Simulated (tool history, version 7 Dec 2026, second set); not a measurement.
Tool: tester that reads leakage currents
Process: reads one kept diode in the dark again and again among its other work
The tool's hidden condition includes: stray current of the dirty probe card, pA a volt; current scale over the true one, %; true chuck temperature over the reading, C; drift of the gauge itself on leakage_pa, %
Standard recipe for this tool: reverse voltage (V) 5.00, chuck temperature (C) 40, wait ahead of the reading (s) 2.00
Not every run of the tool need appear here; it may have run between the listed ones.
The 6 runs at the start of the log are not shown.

run,hour,reverse voltage (V),chuck temperature (C),wait ahead of the reading (s),hours of work since the probe card was cleaned,hours of work since the tester was calibrated,hours of work since the chuck was calibrated,current that the tester gives (pA)
7,161.5,5.00,40,2.00,1425,1342,776,197.48
8,191.0,5.00,40,2.00,1448,1365,798,198.13
9,221.1,5.00,40,2.00,1471,1389,822,196.43
10,252.3,2.35,40,2.00,1495,1413,846,145.15
11,279.6,2.35,40,2.00,1516,1434,867,144.99
12,295.9,5.00,40,3.65,1529,1447,880,197.16
13,316.0,7.88,40,3.65,1545,1462,895,238.96
14,348.5,5.00,40,0.44,1570,1488,921,200.38
15,373.2,5.00,40,0.44,1589,1507,940,200.75
16,407.9,5.00,40,0.44,1616,1534,967,200.93
17,438.6,5.00,40,0.44,1640,1558,991,200.44
18,456.5,5.00,40,2.00,1654,1571,1005,200.07
19,473.5,11.94,36,0.39,1667,1585,1018,214.78
20,498.0,11.94,36,0.39,1686,1604,1037,215.05
21,532.9,11.94,36,0.39,1713,1631,1064,214.76
# hour 539.3: probe card cleaned and baked
22,551.8,5.00,40,7.57,10,1643,1076,204.95

Run 23 has not been measured yet. What should we expect?
23,577.9,5.00,40,7.57,30,1663,1096,?

Run 23 came out at current that the tester gives (pA) 205.33.
The same run, on a tool lacking any hidden state, would have yielded current that the tester gives (pA) 180.24.
